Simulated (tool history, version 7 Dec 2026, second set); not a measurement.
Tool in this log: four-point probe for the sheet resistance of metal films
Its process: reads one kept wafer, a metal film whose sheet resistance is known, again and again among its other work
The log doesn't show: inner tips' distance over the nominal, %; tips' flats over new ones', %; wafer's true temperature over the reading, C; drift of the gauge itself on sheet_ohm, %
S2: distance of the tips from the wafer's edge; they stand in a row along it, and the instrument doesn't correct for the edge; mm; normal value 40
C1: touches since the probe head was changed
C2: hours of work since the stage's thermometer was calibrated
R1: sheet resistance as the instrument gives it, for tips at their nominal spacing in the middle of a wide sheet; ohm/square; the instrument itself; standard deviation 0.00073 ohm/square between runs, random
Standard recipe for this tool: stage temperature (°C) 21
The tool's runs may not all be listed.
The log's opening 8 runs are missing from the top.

run 9 hour=198.9 | stage_temperature_(°C)=21 S2=6 | C1=13784 C2=1167 | R1=3.728144
run 10 hour=219.2 | stage_temperature_(°C)=21 S2=6 | C1=14045 C2=1177 | R1=3.728100
run 11 hour=248.7 | stage_temperature_(°C)=21 S2=6 | C1=14424 C2=1192 | R1=3.729159
run 12 hour=269.1 | stage_temperature_(°C)=21 S2=6 | C1=14686 C2=1202 | R1=3.728634
run 13 hour=300.0 | stage_temperature_(°C)=28 S2=40 | C1=15084 C2=1218 | R1=3.661717
run 14 hour=318.1 | stage_temperature_(°C)=20 S2=40 | C1=15317 C2=1227 | R1=3.643081
run 15 hour=349.3 | stage_temperature_(°C)=20 S2=40 | C1=15717 C2=1243 | R1=3.642443
run 16 hour=368.0 | stage_temperature_(°C)=28 S2=40 | C1=15958 C2=1252 | R1=3.662353
run 17 hour=400.4 | stage_temperature_(°C)=28 S2=40 | C1=16375 C2=1269 | R1=3.663727
run 18 hour=419.3 | stage_temperature_(°C)=21 S2=5 | C1=16618 C2=1278 | R1=3.766327
run 19 hour=442.7 | stage_temperature_(°C)=21 S2=5 | C1=16919 C2=1290 | R1=3.765035
run 20 hour=470.9 | stage_temperature_(°C)=32 S2=4 | C1=17282 C2=1304 | R1=3.858315
run 21 hour=486.6 | stage_temperature_(°C)=28 S2=19 | C1=17484 C2=1312 | R1=3.669224
run 22 hour=502.1 | stage_temperature_(°C)=26 S2=24 | C1=17683 C2=1320 | R1=3.660971
run 23 hour=520.4 | stage_temperature_(°C)=26 S2=24 | C1=17919 C2=1329 | R1=3.660197
run 24 hour=542.7 | stage_temperature_(°C)=27 S2=20 | C1=18205 C2=1341 | R1=3.666305
run 25 hour=576.6 | stage_temperature_(°C)=20 S2=12 | C1=18640 C2=1358 | R1=3.661756
run 26 hour=601.3 | stage_temperature_(°C)=20 S2=12 | C1=18958 C2=1370 | R1=3.662736

For run 27, what comes out?
run 27 hour=633.2 | stage_temperature_(°C)=31 S2=41 | C1=19368 C2=1386 | R1=?

{"run 27": {"R1": 3.671047}}
Had the tool carried no hidden state, the very same run would have given R1 3.671085 ohm/square.
